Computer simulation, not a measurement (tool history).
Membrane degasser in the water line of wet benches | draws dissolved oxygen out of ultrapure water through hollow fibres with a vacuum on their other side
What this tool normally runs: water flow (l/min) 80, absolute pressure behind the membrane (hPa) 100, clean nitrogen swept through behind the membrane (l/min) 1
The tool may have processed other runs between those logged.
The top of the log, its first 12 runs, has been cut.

run,hour,water flow (l/min),absolute pressure behind the membrane (hPa),clean nitrogen swept through behind the membrane (l/min),hours since the membrane was changed,hours since the vacuum gauge was calibrated,hours since the vacuum lines were made tight,dissolved oxygen in the water behind the degasser (ppb),pressure that the water loses in the fibres (hPa)
13,1348.5,80,100,1,5838,315,6564,859.7,639.9
14,1451,80,100,1,5941,418,6667,861.5,640.8
15,1550,80,100,1,6040,517,6766,863.6,637.4
16,1682,80,100,1,6172,649,6898,862.1,641.3
# hour 1721.2: vacuum gauge calibrated, once more
17,1751.7,89,160,0.51,6241,30,6967,2244.7,712.4
18,1867.3,89,160,1.21,6356,146,7083,1426.6,712.7
19,2008.2,72,100,1,6497,287,7224,793.1,580.4
20,2081.7,72,100,1,6571,360,7297,795.7,577.6
21,2151.7,72,100,1,6641,430,7367,794.4,577.8
22,2292.4,109,103,0.5,6782,571,7508,1531.4,876.5
23,2398.3,109,103,0.5,6887,677,7614,1530.3,873.9

The next listed run, before its measurement:
24,2462.5,109,103,0.5,6952,741,7678,?,?

dissolved oxygen in the water behind the degasser (ppb): 1530.4
pressure that the water loses in the fibres (hPa): 882.3
Take away the tool's hidden state, keep the run-to-run variation as it was, and the same run would have given dissolved oxygen in the water behind the degasser (ppb) 1523.9, pressure that the water loses in the fibres (hPa) 838.5.
